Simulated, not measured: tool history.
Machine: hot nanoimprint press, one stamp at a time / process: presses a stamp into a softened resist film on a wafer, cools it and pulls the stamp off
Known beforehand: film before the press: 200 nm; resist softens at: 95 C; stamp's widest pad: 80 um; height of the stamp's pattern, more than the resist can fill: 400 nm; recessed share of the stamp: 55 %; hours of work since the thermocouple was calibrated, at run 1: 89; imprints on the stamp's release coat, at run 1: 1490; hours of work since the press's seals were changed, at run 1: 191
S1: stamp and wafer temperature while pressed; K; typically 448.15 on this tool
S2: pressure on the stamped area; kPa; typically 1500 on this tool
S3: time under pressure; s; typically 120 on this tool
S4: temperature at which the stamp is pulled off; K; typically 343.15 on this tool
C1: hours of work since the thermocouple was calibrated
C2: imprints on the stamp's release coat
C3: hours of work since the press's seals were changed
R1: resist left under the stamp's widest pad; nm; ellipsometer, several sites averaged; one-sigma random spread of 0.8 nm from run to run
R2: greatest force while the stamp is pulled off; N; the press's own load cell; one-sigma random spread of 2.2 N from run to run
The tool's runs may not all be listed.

run,hour,S1,S2,S3,S4,C1,C2,C3,R1,R2
1,0,448.15,1500,120,343.15,89,1490,191,104.6,155
2,70.6,448.15,1500,120,343.15,119,1622,220,105.9,166
3,141.4,448.15,1500,120,343.15,148,1754,249,105.2,173
4,207.4,448.15,1500,120,343.15,176,1878,277,106.1,175
5,279.8,448.15,1500,120,343.15,206,2013,307,108.2,189
6,339.6,448.15,1500,120,343.15,231,2125,332,107.7,187
7,387.7,448.15,1500,120,343.15,251,2215,352,108.7,201
8,433.3,449.15,1500,120,343.15,270,2300,371,106.4,200
# hour 513.8: stamp cleaned and given a new release coat
9,514,448.15,1500,120,343.15,301,0,402,111.2,103
# hour 524.7: plate thermocouple calibrated
10,583.9,448.15,1500,120,343.15,25,125,430,113.8,108
11,625.7,448.15,1500,120,343.15,42,204,448,114.9,115
12,662.6,448.15,1500,120,343.15,57,273,463,115.9,118
13,699.2,448.15,1500,120,343.15,73,341,478,116.6,123
14,779,458.15,1710,211,341.15,106,491,511,57.7,135
# hour 796.1: plate thermocouple calibrated, once more
15,832.9,451.15,1350,120,334.15,15,586,533,96.4,139
16,879,454.15,1500,196,348.15,35,672,552,69.7,116
17,936.3,458.15,1560,206,345.15,58,779,576,55.1,127
18,1006.1,441.15,1060,115,345.15,88,910,605,152.4,133
19,1056.1,441.15,1060,115,345.15,108,1003,626,156.8,131
20,1094,441.15,1060,115,345.15,124,1074,642,152.6,141
21,1162.1,441.15,1060,115,345.15,153,1202,670,155.1,148
22,1239.2,448.15,920,181,337.15,185,1346,702,116.8,174
23,1290.3,454.15,920,190,337.15,206,1442,723,92.5,187
24,1354,448.15,1500,74,343.15,233,1561,750,129.2,167
25,1432.1,451.15,1500,120,336.15,265,1707,782,99.8,194

Some steps in R1 between neighbouring runs. How much of each would the tool show without its hidden state too (settings, what came in, random variation), and how much is left for the hidden state, with any gauge scatter that isn't in both results?
The hidden state here: true temperature over the reading, C; pressure that arrives at the usual setting, %; grip of the stamp's worn release coat, % over a new coat's; drift of the gauge itself on residual_nm, %; drift of the gauge itself on pull_off_n, %.
Run 13 -> 14: S1 448.15 -> 458.15, S2 1500 -> 1710, S3 120 -> 211, S4 343.15 -> 341.15. R1 -58.9 nm: hidden state -4.7, all else -54.2.
Run 14 -> 15: S1 458.15 -> 451.15, S2 1710 -> 1350, S3 211 -> 120, S4 341.15 -> 334.15, plate thermocouple calibrated, once more. R1 +38.7 nm: hidden state -5.2, all else +43.9.
Run 17 -> 18: S1 458.15 -> 441.15, S2 1560 -> 1060, S3 206 -> 115. R1 +97.3 nm: hidden state +0.9, all else +96.4.
